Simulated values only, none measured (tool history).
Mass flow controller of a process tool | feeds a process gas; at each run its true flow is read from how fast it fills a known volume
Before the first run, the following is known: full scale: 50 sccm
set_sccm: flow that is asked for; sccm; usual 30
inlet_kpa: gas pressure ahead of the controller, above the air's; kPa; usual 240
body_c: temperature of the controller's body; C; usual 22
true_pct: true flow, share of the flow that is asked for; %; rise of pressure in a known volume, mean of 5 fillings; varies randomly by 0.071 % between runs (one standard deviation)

Run 1, day 0: usual settings. Result: true_pct 98.65 %.
Run 2, day 2.729: usual settings. Result: true_pct 98.73 %.
Run 3, day 9.133: usual settings. Result: true_pct 98.65 %.
Run 4, day 14.404: usual settings but body_c 38 C. Result: true_pct 97.14 %.
Run 5, day 19.604: usual settings but body_c 38 C. Result: true_pct 97.16 %.
Run 6, day 24.529: usual settings but body_c 29 C. Result: true_pct 98.02 %.
Run 7, day 28.338: usual settings but set_sccm 29 sccm. Result: true_pct 98.46 %.
Run 8, day 32.083: usual settings but set_sccm 31 sccm. Result: true_pct 98.67 %.
Run 9, day 38.283: usual settings but set_sccm 31 sccm. Result: true_pct 98.61 %.
Run 10, day 44.796: usual settings but set_sccm 31 sccm. Result: true_pct 98.28 %.
Run 11, day 48.042: usual settings but set_sccm 31 sccm. Result: true_pct 98.55 %.
Run 12, day 52.583: usual settings but set_sccm 31 sccm. Result: true_pct 98.39 %.
Run 13, day 55.75: usual settings but body_c 35 C. Result: true_pct 97.11 %.
Run 14, day 62.012: usual settings but body_c 35 C. Result: true_pct 97.02 %.
Run 15, day 68.55: usual settings but inlet_kpa 189 kPa, body_c 32 C. Result: true_pct 97.06 %.
Run 16, day 75.021: usual settings but inlet_kpa 163 kPa. Result: true_pct 97.94 %.
Run 17, day 78.142: usual settings but inlet_kpa 163 kPa. Result: true_pct 97.84 %.
Run 18, day 81.229: usual settings but set_sccm 9 sccm, inlet_kpa 207 kPa, body_c 24 C. Result: true_pct 95.2 %.
Run 19, day 84.317: usual settings but body_c 30 C. Result: true_pct 97.31 %.
Run 20, day 90.267: usual settings but set_sccm 24 sccm, inlet_kpa 161 kPa. Result: true_pct 97.26 %.
Run 21, day 94.708: usual settings but set_sccm 24 sccm, inlet_kpa 161 kPa. Result: true_pct 97.21 %.
Run 22, day 98.217: usual settings but set_sccm 27 sccm, inlet_kpa 161 kPa, body_c 31 C. Result: true_pct 96.58 %.
Run 23, day 101.2: usual settings but set_sccm 10 sccm, inlet_kpa 186 kPa, body_c 25 C. Result: true_pct 95.07 %.
Run 24, day 106.762: usual settings but set_sccm 49 sccm, inlet_kpa 272 kPa, body_c 40 C. Result: true_pct 97.58 %.
Run 25, day 113.217: usual settings but body_c 20 C. Result: true_pct 98.12 %.
Run 26, day 117.85: usual settings but set_sccm 42 sccm, inlet_kpa 239 kPa, body_c 23 C. Result: true_pct 98.51 %.
Run 27, day 123.396: usual settings but set_sccm 34 sccm, inlet_kpa 165 kPa, body_c 33 C. Result: true_pct 96.75 %.

Forecast each of these 4 alternatives for the next run:
Run A, day 129.608: usual settings but set_sccm 34 sccm, inlet_kpa 194 kPa, body_c 37 C. Result: true_pct ?.
Run B, day 129.608: usual settings but set_sccm 34 sccm, inlet_kpa 234 kPa, body_c 32 C. Result: true_pct ?.
Run C, day 129.608: usual settings but set_sccm 41 sccm, inlet_kpa 143 kPa, body_c 37 C. Result: true_pct ?.
Run D, day 129.608: usual settings but set_sccm 23 sccm, body_c 28 C. Result: true_pct ?.

run  true_pct
  A     96.43
  B     96.98
  C     96.77
  D      96.7
With the hidden condition removed and each run's random variation left untouched, the same runs would have given:
run  true_pct
  A     98.07
  B     98.61
  C     98.28
  D     98.67
